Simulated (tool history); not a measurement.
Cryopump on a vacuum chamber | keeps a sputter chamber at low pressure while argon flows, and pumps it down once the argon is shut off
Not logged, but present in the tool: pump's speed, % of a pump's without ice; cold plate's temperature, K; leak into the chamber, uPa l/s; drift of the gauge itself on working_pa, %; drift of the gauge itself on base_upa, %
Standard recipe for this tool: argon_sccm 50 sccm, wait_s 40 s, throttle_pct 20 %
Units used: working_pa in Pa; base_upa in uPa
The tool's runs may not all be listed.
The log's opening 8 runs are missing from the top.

run,day,argon_sccm,wait_s,throttle_pct,hours of work since the pump was warmed up and emptied,hours of work since the cold head was overhauled,hours of work since the chamber's fittings were tightened,working_pa,base_upa
9,3.917,50,40,29,289,289,1488,0.1522,1.76
10,4.358,50,40,20,298,298,1497,0.2189,1.82
11,4.771,61,40,20,307,307,1506,0.2672,1.82
12,5.296,61,40,20,318,318,1517,0.2668,1.86
13,5.692,32,40,20,326,326,1525,0.1398,1.78
14,6.283,94,40,20,339,339,1538,0.4125,1.80
15,6.775,94,40,20,349,349,1548,0.4122,1.87
16,7.204,94,40,20,358,358,1557,0.4131,1.87
17,7.871,94,40,20,372,372,1571,0.4119,1.85
18,8.483,94,40,20,385,385,1584,0.4136,1.90
19,9.008,50,40,21,396,396,1595,0.2111,1.85
20,9.633,21,26,20,410,410,1608,0.0923,2.21
21,10.167,55,38,20,421,421,1620,0.2439,1.96
22,10.662,55,38,20,431,431,1630,0.2437,1.95
23,11.221,55,38,20,443,443,1642,0.2443,1.99
24,11.512,26,25,47,449,449,1648,0.0505,2.20
25,11.971,26,25,47,459,459,1658,0.0510,2.26
26,12.612,84,40,21,472,472,1671,0.3557,1.97
27,12.912,21,229,18,479,479,1677,0.1031,1.65
28,13.300,21,229,18,487,487,1686,0.1028,1.64
29,13.833,21,229,18,498,498,1697,0.1029,1.69
# day 14.200: leaking fittings of the chamber tightened, without venting
30,14.588,21,229,18,512,512,8,0.1021,0.23
31,14.975,52,121,55,521,521,16,0.0890,0.31
32,15.500,52,133,55,532,532,27,0.0882,0.32
33,15.892,33,133,17,540,540,36,0.1721,0.35

Branching from run 33: 4 alternative next runs. What would each branch give?
A,16.233,50,151,20,547,547,43,?,?
B,16.233,95,141,20,547,547,43,?,?
C,16.233,92,57,40,547,547,43,?,?
D,16.233,22,110,17,547,547,43,?,?

run,working_pa,base_upa
A,0.2227,0.36
B,0.4211,0.37
C,0.2097,0.52
D,0.1145,0.38
With the hidden condition removed and each run's random variation left untouched, the same runs would have given:
run,working_pa,base_upa
A,0.2158,0.30
B,0.4081,0.30
C,0.1971,0.46
D,0.1114,0.32

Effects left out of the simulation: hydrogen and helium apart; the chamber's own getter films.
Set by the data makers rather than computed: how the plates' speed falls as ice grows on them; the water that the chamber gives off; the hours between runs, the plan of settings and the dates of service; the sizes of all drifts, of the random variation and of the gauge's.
